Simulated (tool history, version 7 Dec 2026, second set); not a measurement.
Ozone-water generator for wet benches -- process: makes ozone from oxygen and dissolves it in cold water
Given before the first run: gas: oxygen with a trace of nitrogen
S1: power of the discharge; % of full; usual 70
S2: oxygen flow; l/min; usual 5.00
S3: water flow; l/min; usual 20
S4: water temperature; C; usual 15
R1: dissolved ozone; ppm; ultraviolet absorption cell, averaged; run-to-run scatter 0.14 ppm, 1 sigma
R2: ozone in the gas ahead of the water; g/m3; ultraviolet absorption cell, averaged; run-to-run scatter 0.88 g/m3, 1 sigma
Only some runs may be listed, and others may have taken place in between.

Run 1, hour 0.0: usual settings. Result: R1 15.6 ppm, R2 140.8 g/m3.
Run 2, hour 49.1: usual settings. Result: R1 15.6 ppm, R2 142.4 g/m3.
Run 3, hour 77.9: usual settings. Result: R1 15.6 ppm, R2 140.3 g/m3.
Run 4, hour 100.2: usual settings. Result: R1 15.7 ppm, R2 141.6 g/m3.
Run 5, hour 142.8: usual settings. Result: R1 15.7 ppm, R2 140.7 g/m3.
Run 6, hour 169.5: usual settings but S3 29 l/min. Result: R1 10.5 ppm, R2 141.6 g/m3.
Run 7, hour 190.7: usual settings. Result: R1 15.9 ppm, R2 140.6 g/m3.
At hour 232.8: contactor cleaned.
Run 8, hour 241.7: usual settings but S4 12 C. Result: R1 17.2 ppm, R2 140.5 g/m3.
Run 9, hour 291.3: usual settings but S4 12 C. Result: R1 17.2 ppm, R2 140.5 g/m3.
Run 10, hour 327.7: usual settings but S4 12 C. Result: R1 16.9 ppm, R2 139.3 g/m3.
Run 11, hour 349.8: usual settings but S4 12 C. Result: R1 17.0 ppm, R2 140.3 g/m3.
Run 12, hour 385.7: usual settings but S4 12 C. Result: R1 16.8 ppm, R2 140.3 g/m3.
Run 13, hour 414.0: usual settings but S4 12 C. Result: R1 16.9 ppm, R2 141.1 g/m3.
Run 14, hour 443.5: usual settings but S2 2.88 l/min. Result: R1 15.3 ppm, R2 191.5 g/m3.
Run 15, hour 469.4: usual settings but S4 22 C. Result: R1 14.6 ppm, R2 140.1 g/m3.
Run 16, hour 503.6: usual settings but S3 22 l/min, S4 22 C. Result: R1 13.5 ppm, R2 139.6 g/m3.
Run 17, hour 547.9: usual settings but S1 73 % of full, S3 16 l/min, S4 10 C. Result: R1 21.7 ppm, R2 144.9 g/m3.
Run 18, hour 593.8: usual settings but S1 73 % of full, S2 5.34 l/min, S3 16 l/min, S4 10 C. Result: R1 21.9 ppm, R2 138.5 g/m3.
Run 19, hour 619.8: usual settings but S4 21 C. Result: R1 14.9 ppm, R2 140.0 g/m3.
At hour 624.6: water thermometer calibrated.
Run 20, hour 670.6: usual settings but S4 21 C. Result: R1 15.0 ppm, R2 138.6 g/m3.
Run 21, hour 698.6: usual settings but S2 4.26 l/min, S3 31 l/min, S4 21 C. Result: R1 9.8 ppm, R2 153.5 g/m3.
Run 22, hour 737.5: usual settings but S1 59 % of full, S3 15 l/min, S4 10 C. Result: R1 19.2 ppm, R2 120.3 g/m3.
Run 23, hour 782.1: usual settings but S1 73 % of full, S2 7.53 l/min, S3 15 l/min, S4 10 C. Result: R1 22.8 ppm, R2 115.5 g/m3.
Run 24, hour 802.5: usual settings but S1 74 % of full, S2 4.46 l/min, S3 15 l/min, S4 10 C. Result: R1 23.3 ppm, R2 155.5 g/m3.
Run 25, hour 845.3: usual settings but S1 99 % of full, S2 5.42 l/min, S3 16 l/min, S4 10 C. Result: R1 28.7 ppm, R2 179.2 g/m3.
Run 26, hour 878.2: usual settings but S1 99 % of full, S2 5.42 l/min, S3 16 l/min, S4 10 C. Result: R1 28.2 ppm, R2 179.1 g/m3.
Run 27, hour 912.8: usual settings but S1 99 % of full, S2 5.42 l/min, S3 16 l/min, S4 10 C. Result: R1 28.3 ppm, R2 179.3 g/m3.
Run 28, hour 950.0: usual settings but S1 99 % of full, S2 2.57 l/min, S3 16 l/min, S4 10 C. Result: R1 27.0 ppm, R2 269.3 g/m3.
Run 29, hour 984.5: usual settings but S1 99 % of full, S2 2.57 l/min, S3 16 l/min, S4 10 C. Result: R1 26.8 ppm, R2 271.4 g/m3.
Run 30, hour 1023.8: usual settings but S1 99 % of full, S2 2.57 l/min, S3 16 l/min, S4 10 C. Result: R1 26.7 ppm, R2 270.0 g/m3.
Run 31, hour 1072.5: usual settings but S1 68 % of full, S2 2.57 l/min, S3 14 l/min, S4 9 C. Result: R1 21.6 ppm, R2 195.5 g/m3.
Run 32, hour 1109.0: usual settings but S2 6.56 l/min. Result: R1 16.3 ppm, R2 119.6 g/m3.

Here are 4 independent what-if runs from the current tool condition. What would each one return?
Run A, hour 1149.3: usual settings but S1 80 % of full, S2 6.74 l/min, S4 8 C. Result: R1 ?, R2 ?.
Run B, hour 1149.3: usual settings but S2 6.78 l/min. Result: R1 ?, R2 ?.
Run C, hour 1149.3: usual settings but S2 8.22 l/min, S3 16 l/min. Result: R1 ?, R2 ?.
Run D, hour 1149.3: usual settings but S1 60 % of full, S2 8.67 l/min. Result: R1 ?, R2 ?.

run    R1     R2
  A  19.9  130.3
  B  16.1  116.4
  C  18.8  105.3
  D  13.9   89.8
Stripped of hidden state, with their random variation kept, the same runs would have yielded:
run    R1     R2
  A  21.1  136.7
  B  16.9  121.5
  C  19.8  109.9
  D  14.5   93.1

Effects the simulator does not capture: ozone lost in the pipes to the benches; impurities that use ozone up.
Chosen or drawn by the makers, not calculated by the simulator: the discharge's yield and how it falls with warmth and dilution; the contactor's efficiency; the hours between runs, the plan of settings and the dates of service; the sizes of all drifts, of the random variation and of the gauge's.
